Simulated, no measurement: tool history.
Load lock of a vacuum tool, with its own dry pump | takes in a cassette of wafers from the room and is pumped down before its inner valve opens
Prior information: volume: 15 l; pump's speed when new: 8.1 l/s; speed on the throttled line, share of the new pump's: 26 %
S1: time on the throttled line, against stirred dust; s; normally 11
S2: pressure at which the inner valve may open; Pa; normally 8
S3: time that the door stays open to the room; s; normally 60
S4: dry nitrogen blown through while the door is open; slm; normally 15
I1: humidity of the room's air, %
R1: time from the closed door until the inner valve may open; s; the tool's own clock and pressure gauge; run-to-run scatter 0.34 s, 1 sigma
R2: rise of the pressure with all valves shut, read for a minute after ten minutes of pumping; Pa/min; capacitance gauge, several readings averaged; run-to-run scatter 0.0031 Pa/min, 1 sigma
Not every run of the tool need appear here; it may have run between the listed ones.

run	hour	S1	S2	S3	S4	I1	R1	R2
1	0.0	11	8	60	15	44.3	26.0	0.111
2	106.9	11	8	60	15	45.5	26.9	0.114
3	257.9	11	8	60	15	46.9	26.1	0.128
4	409.9	11	8	60	15	46.2	26.1	0.121
5	525.4	14	8	60	15	43.6	28.3	0.121
6	614.7	11	8	60	15	45.8	26.0	0.128
7	718.4	11	8	60	15	47.3	26.1	0.137
8	838.9	11	13	60	15	45.9	25.3	0.134
9	952.1	18	8	60	15	43.8	31.2	0.129
10	1116.8	11	8	60	15	46.1	26.0	0.135
11	1274.7	11	8	60	14	48.2	25.7	0.149
12	1378.3	11	8	60	14	38.5	26.2	0.141
13	1536.1	11	8	60	15	44.5	26.0	0.145
14	1720.7	11	8	60	15	44.9	26.8	0.153
15	1878.4	11	8	60	15	45.0	26.1	0.151
16	1983.1	11	7	60	15	45.5	26.4	0.164
17	2114.7	11	6	60	15	48.5	26.5	0.173
18	2261.7	11	6	60	15	43.1	27.4	0.165
19	2416.4	11	8	60	15	44.7	25.9	0.173
20	2591.1	15	9	225	15	45.4	28.7	0.242
21	2748.6	7	9	55	25	45.8	22.8	0.169
22	2910.1	18	10	51	15	42.6	31.7	0.182
23	3054.0	18	10	51	15	45.5	31.1	0.187
24	3185.9	18	10	51	15	46.4	31.1	0.196
25	3348.4	18	10	51	15	42.4	31.5	0.194
26	3461.5	18	10	51	15	48.2	31.2	0.203
27	3567.1	18	10	69	15	42.2	31.5	0.213
28	3747.7	11	6	65	15	43.8	27.1	0.215
29	3900.9	11	6	65	15	42.1	26.8	0.230
30	3997.8	11	6	65	15	45.0	27.8	0.229

Expected results for the next run?
31	4153.0	15	9	105	31	42.5	?	?

R1: 29.4 s
R2: 0.225 Pa/min
The same run, on a tool lacking any hidden state, would have yielded R1 28.6 s, R2 0.074 Pa/min.
